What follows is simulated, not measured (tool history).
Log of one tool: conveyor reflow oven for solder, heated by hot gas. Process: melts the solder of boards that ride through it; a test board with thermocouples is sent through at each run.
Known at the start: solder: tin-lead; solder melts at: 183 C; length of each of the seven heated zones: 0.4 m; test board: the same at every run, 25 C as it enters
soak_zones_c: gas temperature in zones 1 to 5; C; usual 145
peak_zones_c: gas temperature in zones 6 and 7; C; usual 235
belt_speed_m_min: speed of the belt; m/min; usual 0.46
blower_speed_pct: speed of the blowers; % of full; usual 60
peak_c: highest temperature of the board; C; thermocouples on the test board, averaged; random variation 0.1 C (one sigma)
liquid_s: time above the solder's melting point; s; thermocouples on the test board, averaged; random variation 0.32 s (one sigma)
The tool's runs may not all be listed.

Run 1, hour 0: usual settings. Result: peak_c 215.1 C, liquid_s 80 s.
At hour 12: flux residue cleaned out of gas plates and filters.
At hour 30.4: thermocouples of zones 6 and 7 changed.
Run 2, hour 71.7: usual settings. Result: peak_c 216.2 C, liquid_s 81.5 s.
Run 3, hour 145.1: usual settings. Result: peak_c 216.2 C, liquid_s 81.9 s.
Run 4, hour 222.4: usual settings but soak_zones_c 154 C. Result: peak_c 218 C, liquid_s 89.2 s.
Run 5, hour 272.8: usual settings. Result: peak_c 216.1 C, liquid_s 82.1 s.
Run 6, hour 338.6: usual settings. Result: peak_c 215.9 C, liquid_s 81.3 s.
Run 7, hour 382.9: usual settings. Result: peak_c 215.9 C, liquid_s 82 s.
Run 8, hour 446.5: usual settings but soak_zones_c 146 C. Result: peak_c 216.2 C, liquid_s 82.3 s.
Run 9, hour 496.6: usual settings but belt_speed_m_min 0.502 m/min. Result: peak_c 212.8 C, liquid_s 70.4 s.
Run 10, hour 567: usual settings but belt_speed_m_min 0.502 m/min. Result: peak_c 212.8 C, liquid_s 70.4 s.
Run 11, hour 612.1: usual settings but belt_speed_m_min 0.502 m/min. Result: peak_c 212.7 C, liquid_s 70.4 s.
Run 12, hour 671.8: usual settings but peak_zones_c 250 C. Result: peak_c 228.4 C, liquid_s 94.1 s.
Run 13, hour 740.4: usual settings but peak_zones_c 250 C. Result: peak_c 228.1 C, liquid_s 94.4 s.
Run 14, hour 809: usual settings but peak_zones_c 250 C. Result: peak_c 228.1 C, liquid_s 93.7 s.
Run 15, hour 850.2: usual settings but peak_zones_c 250 C. Result: peak_c 228.1 C, liquid_s 94.3 s.
At hour 888.7: flux residue cleaned out of gas plates and filters.
Run 16, hour 932.7: usual settings but belt_speed_m_min 0.463 m/min, blower_speed_pct 68 % of full. Result: peak_c 219.4 C, liquid_s 86.6 s.
Run 17, hour 979.2: usual settings but soak_zones_c 137 C. Result: peak_c 215.5 C, liquid_s 77.4 s.
Run 18, hour 1029.7: usual settings but soak_zones_c 137 C, belt_speed_m_min 0.371 m/min, blower_speed_pct 87 % of full. Result: peak_c 228.5 C, liquid_s 115.2 s.
Run 19, hour 1080.4: usual settings but peak_zones_c 249 C, blower_speed_pct 57 % of full. Result: peak_c 227.5 C, liquid_s 94.4 s.
Run 20, hour 1134.6: usual settings but peak_zones_c 249 C, blower_speed_pct 57 % of full. Result: peak_c 227.4 C, liquid_s 93.6 s.
Run 21, hour 1184.2: usual settings but peak_zones_c 249 C, blower_speed_pct 57 % of full. Result: peak_c 227.4 C, liquid_s 94.5 s.
Run 22, hour 1222.5: usual settings but peak_zones_c 242 C, belt_speed_m_min 0.388 m/min, blower_speed_pct 57 % of full. Result: peak_c 227.1 C, liquid_s 111.9 s.
At hour 1289.5: thermocouples of zones 6 and 7 changed.
Run 23, hour 1302.8: usual settings but soak_zones_c 142 C, belt_speed_m_min 0.532 m/min. Result: peak_c 209.8 C, liquid_s 61.3 s.
Run 24, hour 1352: usual settings but soak_zones_c 146 C, peak_zones_c 243 C. Result: peak_c 222.6 C, liquid_s 90.7 s.
At hour 1381.8: belt drive overhauled, speed set with a stopwatch.
Run 25, hour 1414.4: usual settings but soak_zones_c 146 C, peak_zones_c 243 C. Result: peak_c 221.3 C, liquid_s 84.5 s.
Run 26, hour 1469.5: usual settings but soak_zones_c 154 C, peak_zones_c 234 C, belt_speed_m_min 0.507 m/min, blower_speed_pct 63 % of full. Result: peak_c 213.2 C, liquid_s 73.1 s.
Run 27, hour 1507.6: usual settings but belt_speed_m_min 0.547 m/min. Result: peak_c 207.6 C, liquid_s 55.2 s.
Run 28, hour 1556.7: usual settings but belt_speed_m_min 0.547 m/min. Result: peak_c 207.7 C, liquid_s 55.5 s.
Run 29, hour 1618.6: usual settings but soak_zones_c 158 C, peak_zones_c 234 C, belt_speed_m_min 0.547 m/min, blower_speed_pct 68 % of full. Result: peak_c 213.3 C, liquid_s 70.4 s.

Some steps in peak_c between neighbouring runs. How much of each would the tool show without its hidden state too (settings, what came in, random variation), and how much is left for the hidden state, with any gauge scatter that isn't in both results?
The hidden state here: heat that the gas passes to the board, % of a clean oven's; belt's true speed, % of the reading; true gas temperature in zones 6 and 7 over the reading, C; drift of the gauge itself on peak_c, C; drift of the gauge itself on liquid_s, %.
Run 11 -> 12: peak_zones_c 235 -> 250, belt_speed_m_min 0.502 -> 0.46. peak_c +15.7 C: hidden state +0, all else +15.7.
Run 15 -> 16: peak_zones_c 250 -> 235, belt_speed_m_min 0.46 -> 0.463, blower_speed_pct 60 -> 68, flux residue cleaned out of gas plates and filters. peak_c -8.7 C: hidden state +1.5, all else -10.2.
Run 22 -> 23: soak_zones_c 145 -> 142, peak_zones_c 242 -> 235, belt_speed_m_min 0.388 -> 0.532, blower_speed_pct 57 -> 60, thermocouples of zones 6 and 7 changed. peak_c -17.3 C: hidden state -1, all else -16.3.
Run 24 -> 25: belt drive overhauled, speed set with a stopwatch. peak_c -1.3 C: hidden state -1.5, all else +0.2.
